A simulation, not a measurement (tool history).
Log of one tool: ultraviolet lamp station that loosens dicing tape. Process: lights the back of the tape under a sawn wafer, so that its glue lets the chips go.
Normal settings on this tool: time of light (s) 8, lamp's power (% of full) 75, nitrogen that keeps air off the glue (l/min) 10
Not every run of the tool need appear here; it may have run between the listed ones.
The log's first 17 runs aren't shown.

run	hour	time of light (s)	lamp's power (% of full)	nitrogen that keeps air off the glue (l/min)	hours of work of the lamp	hours of work since the window was cleaned	force that peels the tape off (N)	light that reached the tape (mJ/cm2)
18	519.9	10	75	10	739	24	0.306	287
19	562.4	6	67	6	762	47	1.887	151
20	600.1	7	66	3	782	67	2.262	174
21	624.8	8	86	19	795	80	0.231	262
22	648.5	5	90	4	808	93	2.014	175
23	681.5	5	90	4	826	111	1.981	172
# hour 688.0: lamp changed
24	713.2	16	70	10	14	127	0.134	423
25	740.0	16	70	10	28	142	0.132	424
26	774.9	16	70	10	47	161	0.139	424
27	813.4	9	87	4	67	181	0.673	298
28	853.5	9	96	4	89	203	0.519	333
29	874.1	6	75	4	100	214	1.958	171

Predict the results of run 30:
30	892.5	7	86	17	110	224	?	?

force that peels the tape off (N): 0.338
light that reached the tape (mJ/cm2): 230
If the tool had no hidden condition, the same run with the same run-to-run variation would have returned force that peels the tape off (N) 0.337, light that reached the tape (mJ/cm2) 230.

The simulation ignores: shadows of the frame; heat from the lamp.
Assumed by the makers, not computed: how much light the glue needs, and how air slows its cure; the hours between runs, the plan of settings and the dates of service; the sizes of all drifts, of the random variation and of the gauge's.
